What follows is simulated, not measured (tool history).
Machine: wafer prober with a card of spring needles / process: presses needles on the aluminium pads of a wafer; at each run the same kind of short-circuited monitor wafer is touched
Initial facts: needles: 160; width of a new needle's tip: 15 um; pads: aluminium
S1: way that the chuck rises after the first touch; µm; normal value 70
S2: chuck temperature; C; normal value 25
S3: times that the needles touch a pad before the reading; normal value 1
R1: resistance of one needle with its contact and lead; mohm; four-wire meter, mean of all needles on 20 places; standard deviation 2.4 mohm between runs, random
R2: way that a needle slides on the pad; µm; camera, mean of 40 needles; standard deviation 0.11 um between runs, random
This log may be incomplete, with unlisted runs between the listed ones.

run,hour,S1,S2,S3,R1,R2
1,0,70,25,1,275,13.31
# hour 2.3: tips cleaned on abrasive film
# hour 6.1: tips cleaned on abrasive film
2,6.4,70,25,3,277,13.34
# hour 9.3: tips cleaned on abrasive film
# hour 12.9: tips cleaned on abrasive film
# hour 16.7: tips cleaned on abrasive film
3,17.6,70,25,1,273,13.18
# hour 19.8: tips cleaned on abrasive film
# hour 23.5: tips cleaned on abrasive film
# hour 27.3: tips cleaned on abrasive film
4,28,70,25,1,272,13.3
# hour 31.1: tips cleaned on abrasive film
# hour 34.6: tips cleaned on abrasive film
# hour 38.3: tips cleaned on abrasive film
5,40.1,70,49,1,284,13.55
# hour 41.7: tips cleaned on abrasive film
# hour 45.5: tips cleaned on abrasive film
6,47.8,70,25,1,274,13.33
# hour 48.6: tips cleaned on abrasive film
# hour 52.4: tips cleaned on abrasive film
7,54.2,70,25,1,272,13.48
# hour 55.8: tips cleaned on abrasive film
# hour 59.5: tips cleaned on abrasive film
# hour 63.3: tips cleaned on abrasive film
# hour 67: tips cleaned on abrasive film
8,67.2,70,25,1,274,13.51
# hour 70.3: tips cleaned on abrasive film
# hour 74: tips cleaned on abrasive film
9,76.9,70,25,1,275,13.15
# hour 77.7: tips cleaned on abrasive film
# hour 81.2: tips cleaned on abrasive film
# hour 84.7: tips cleaned on abrasive film
# hour 88.5: tips cleaned on abrasive film
10,89.1,70,25,1,272,13.17
# hour 92.1: tips cleaned on abrasive film
# hour 95.7: tips cleaned on abrasive film
11,96.4,70,25,1,270,13.28
# hour 99.2: tips cleaned on abrasive film
# hour 102.8: tips cleaned on abrasive film
# hour 106.6: tips cleaned on abrasive film
# hour 110.3: tips cleaned on abrasive film
12,110.5,70,25,1,274,13.39
# hour 113.6: tips cleaned on abrasive film
# hour 117.2: tips cleaned on abrasive film
# hour 120.9: tips cleaned on abrasive film
13,121.1,62,25,1,273,11.66
# hour 124.6: tips cleaned on abrasive film
# hour 128.4: tips cleaned on abrasive film
# hour 132.1: tips cleaned on abrasive film
14,132.7,62,25,1,275,11.84
# hour 135.7: tips cleaned on abrasive film
# hour 139.4: tips cleaned on abrasive film
# hour 143.1: tips cleaned on abrasive film
15,144.7,62,25,3,279,11.81
# hour 146.3: tips cleaned on abrasive film
# hour 149.3: tips cleaned on abrasive film
# hour 153.1: tips cleaned on abrasive film
16,155.3,62,25,3,277,11.76
# hour 156.9: tips cleaned on abrasive film
# hour 159.9: tips cleaned on abrasive film
# hour 163.7: tips cleaned on abrasive film
17,164,58,66,1,289,10.8
# hour 167: tips cleaned on abrasive film
# hour 170.8: tips cleaned on abrasive film
18,173.4,58,66,1,291,10.97
# hour 174.1: tips cleaned on abrasive film
# hour 177.8: tips cleaned on abrasive film
19,180.1,90,54,3,279,17.23
# hour 180.8: tips cleaned on abrasive film
# hour 184.6: tips cleaned on abrasive film
20,186.4,87,58,3,280,16.74
# hour 187.9: tips cleaned on abrasive film
# hour 191.7: tips cleaned on abrasive film
# hour 195.5: tips cleaned on abrasive film
# hour 199.1: tips cleaned on abrasive film
21,200.6,82,61,1,281,15.77
# hour 202.8: tips cleaned on abrasive film
# hour 206.5: tips cleaned on abrasive film
# hour 210.1: tips cleaned on abrasive film
# hour 213.9: tips cleaned on abrasive film
22,214.2,82,61,1,287,15.68
# hour 217.2: tips cleaned on abrasive film
# hour 220.5: tips cleaned on abrasive film
23,220.5,56,25,1,277,10.7
# hour 224: tips cleaned on abrasive film
# hour 227.8: tips cleaned on abrasive film
# hour 231.5: tips cleaned on abrasive film
24,232.4,82,105,2,292,15.61
# hour 234.7: tips cleaned on abrasive film
# hour 238.5: tips cleaned on abrasive film
25,238.7,86,71,2,285,16.33
# hour 241.6: tips cleaned on abrasive film
# hour 245.2: tips cleaned on abrasive film
# hour 248.9: tips cleaned on abrasive film
26,249.5,86,71,2,287,16.09
# hour 252.5: tips cleaned on abrasive film
# hour 256.1: tips cleaned on abrasive film
27,257.5,86,71,2,290,16.45
# hour 259.8: tips cleaned on abrasive film
# hour 263.5: tips cleaned on abrasive film
# hour 266: height of the first contact set anew
# hour 267.6: tips cleaned on abrasive film
28,269.7,85,83,1,289,16.19
# hour 271.3: tips cleaned on abrasive film
# hour 275.1: tips cleaned on abrasive film
# hour 278.8: tips cleaned on abrasive film
29,281.7,70,29,2,271,13.43

Predict each of these 3 candidate next runs independently; none follows another, all start after run 29:
# hour 282.6: tips cleaned on abrasive film
# hour 286.3: tips cleaned on abrasive film
# hour 290: tips cleaned on abrasive film
A,290,63,28,2,?,?
# hour 282.6: tips cleaned on abrasive film
# hour 286.3: tips cleaned on abrasive film
# hour 290: tips cleaned on abrasive film
B,290,70,105,2,?,?
# hour 282.6: tips cleaned on abrasive film
# hour 286.3: tips cleaned on abrasive film
# hour 290: tips cleaned on abrasive film
C,290,89,36,1,?,?

run,R1,R2
A,277,11.85
B,300,13.4
C,273,17.13
Take away the tool's hidden state, keep each run's random variation, and the runs would have read:
run,R1,R2
A,277,11.85
B,300,13.4
C,273,17.13

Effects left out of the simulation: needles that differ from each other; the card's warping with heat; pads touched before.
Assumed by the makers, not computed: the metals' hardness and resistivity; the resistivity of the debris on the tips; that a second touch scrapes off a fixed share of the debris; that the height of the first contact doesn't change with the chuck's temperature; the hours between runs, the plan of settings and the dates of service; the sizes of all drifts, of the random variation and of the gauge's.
